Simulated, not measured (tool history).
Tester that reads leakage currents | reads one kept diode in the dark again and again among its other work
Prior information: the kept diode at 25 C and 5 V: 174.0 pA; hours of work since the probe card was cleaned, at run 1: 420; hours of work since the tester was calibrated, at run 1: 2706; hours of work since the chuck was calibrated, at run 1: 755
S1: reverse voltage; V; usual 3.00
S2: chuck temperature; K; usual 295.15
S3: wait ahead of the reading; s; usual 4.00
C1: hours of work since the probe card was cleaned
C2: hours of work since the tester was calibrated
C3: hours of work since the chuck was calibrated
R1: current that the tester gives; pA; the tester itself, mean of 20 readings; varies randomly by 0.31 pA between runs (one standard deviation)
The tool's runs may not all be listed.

| run | hour | S1 | S2 | S3 | C1 | C2 | C3 | R1 |
|---|---|---|---|---|---|---|---|---|
| 1 | 0.0 | 3.00 | 295.15 | 4.00 | 420 | 2706 | 755 | 101.13 |
| 2 | 123.7 | 3.00 | 295.15 | 4.00 | 473 | 2758 | 807 | 101.34 |
|  | 172.6 | chuck's temperature calibrated |
| 3 | 286.0 | 3.00 | 295.15 | 4.00 | 541 | 2827 | 48 | 101.40 |
| 4 | 407.2 | 2.87 | 295.15 | 4.00 | 593 | 2878 | 100 | 99.07 |
| 5 | 554.5 | 3.00 | 312.15 | 4.00 | 655 | 2941 | 163 | 459.48 |
| 6 | 654.2 | 3.00 | 312.15 | 4.00 | 698 | 2983 | 205 | 459.40 |
| 7 | 807.8 | 3.00 | 295.15 | 4.00 | 763 | 3049 | 270 | 101.00 |
| 8 | 908.1 | 5.53 | 295.15 | 4.00 | 806 | 3091 | 313 | 139.32 |
| 9 | 1085.8 | 2.21 | 295.15 | 4.00 | 882 | 3167 | 389 | 86.42 |
| 10 | 1252.4 | 2.21 | 295.15 | 4.00 | 953 | 3238 | 460 | 86.67 |
| 11 | 1463.6 | 1.89 | 295.15 | 4.00 | 1042 | 3328 | 550 | 79.93 |
| 12 | 1656.9 | 1.89 | 295.15 | 4.00 | 1125 | 3410 | 632 | 79.93 |
| 13 | 1814.3 | 3.00 | 295.15 | 4.00 | 1192 | 3477 | 699 | 101.26 |
| 14 | 2019.0 | 3.00 | 295.15 | 4.00 | 1279 | 3564 | 786 | 101.42 |
|  | 2123.9 | chuck's temperature calibrated |
| 15 | 2125.0 | 3.00 | 295.15 | 4.00 | 1323 | 3609 | 0 | 101.80 |
| 16 | 2342.4 | 4.19 | 295.15 | 3.33 | 1416 | 3701 | 93 | 120.34 |
| 17 | 2455.7 | 2.75 | 293.15 | 0.84 | 1464 | 3750 | 141 | 80.61 |
| 18 | 2681.4 | 3.00 | 314.15 | 4.00 | 1560 | 3846 | 237 | 541.31 |
| 19 | 2824.3 | 7.02 | 328.15 | 4.00 | 1621 | 3906 | 298 | 2567.52 |
| 20 | 3007.7 | 7.02 | 299.15 | 0.56 | 1699 | 3985 | 376 | 229.71 |
| 21 | 3112.3 | 7.02 | 299.15 | 0.56 | 1744 | 4029 | 421 | 229.37 |
| 22 | 3306.1 | 7.02 | 299.15 | 0.56 | 1826 | 4112 | 503 | 230.04 |
| 23 | 3483.0 | 1.38 | 293.15 | 0.69 | 1901 | 4187 | 579 | 56.18 |
| 24 | 3691.9 | 15.79 | 330.15 | 0.58 | 1990 | 4276 | 668 | 4536.14 |
| 25 | 3875.2 | 15.79 | 330.15 | 0.58 | 2068 | 4354 | 746 | 4538.14 |
| 26 | 4058.4 | 10.60 | 330.15 | 0.31 | 2146 | 4432 | 824 | 3682.33 |
|  | 4073.0 | chuck's temperature calibrated |
| 27 | 4174.9 | 6.99 | 296.15 | 7.34 | 2195 | 4481 | 43 | 172.23 |
| 28 | 4412.8 | 1.53 | 321.15 | 4.40 | 2297 | 4582 | 145 | 680.91 |
| 29 | 4569.6 | 11.00 | 321.15 | 0.48 | 2363 | 4649 | 211 | 1880.54 |

Forecast each of these 3 alternatives for the next run:
| A | 4811.1 | 3.00 | 295.15 | 0.62 | 2466 | 4752 | 314 | ? |
| B | 4811.1 | 3.27 | 297.15 | 4.81 | 2466 | 4752 | 314 | ? |
| C | 4811.1 | 6.22 | 318.15 | 6.04 | 2466 | 4752 | 314 | ? |

| run | R1 |
|---|---|
| A | 101.79 |
| B | 127.67 |
| C | 1100.02 |
Without the tool's hidden state the same runs would have given:
| run | R1 |
|---|---|
| A | 101.73 |
| B | 127.59 |
| C | 1099.69 |

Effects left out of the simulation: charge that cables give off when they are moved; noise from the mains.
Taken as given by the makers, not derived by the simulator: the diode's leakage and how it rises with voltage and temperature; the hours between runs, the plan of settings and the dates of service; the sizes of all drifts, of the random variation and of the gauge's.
